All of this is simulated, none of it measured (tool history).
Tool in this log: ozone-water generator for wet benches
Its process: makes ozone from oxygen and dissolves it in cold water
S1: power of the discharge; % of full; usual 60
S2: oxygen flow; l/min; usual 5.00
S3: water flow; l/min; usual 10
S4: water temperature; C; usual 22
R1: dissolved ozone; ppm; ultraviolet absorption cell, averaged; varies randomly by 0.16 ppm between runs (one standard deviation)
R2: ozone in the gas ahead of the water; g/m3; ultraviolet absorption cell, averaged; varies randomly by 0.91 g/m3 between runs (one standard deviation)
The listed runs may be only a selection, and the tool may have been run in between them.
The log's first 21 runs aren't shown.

run    hour  S1    S2  S3  S4    R1     R2
 22  1646.0  50  5.00  10  22  15.8  121.5
 23  1741.5  60  7.31  13  22  14.9  117.0
 24  1796.2  86  3.50  14  22  19.3  220.5
 25  1899.8  77  3.86  10  14  26.1  194.8
 26  1949.1  77  3.86  10  14  26.7  195.4
 27  2004.6  78  3.72  10  14  26.4  198.7
 28  2087.6  60  4.06   7  22  23.0  154.1
 29  2147.4  88  6.02  12  22  21.9  173.8
 30  2243.1  88  6.02  12  22  21.5  172.7

Each row is a separate what-if for the run after 30, all from the same tool condition, not one after another. Results?
  A  2335.8  88  6.02  12  18   ?   ?
  B  2335.8  84  2.73  14  22   ?   ?
  C  2335.8  57  5.00   8  17   ?   ?
  D  2335.8  88  7.77  12  17   ?   ?

run    R1     R2
  A  23.3  175.1
  B  17.9  242.2
  C  22.2  133.9
  D  23.1  156.0
Take away the tool's hidden state, keep each run's random variation, and the runs would have read:
run    R1     R2
  A  26.7  196.3
  B  20.5  270.6
  C  24.5  145.0
  D  26.5  174.8

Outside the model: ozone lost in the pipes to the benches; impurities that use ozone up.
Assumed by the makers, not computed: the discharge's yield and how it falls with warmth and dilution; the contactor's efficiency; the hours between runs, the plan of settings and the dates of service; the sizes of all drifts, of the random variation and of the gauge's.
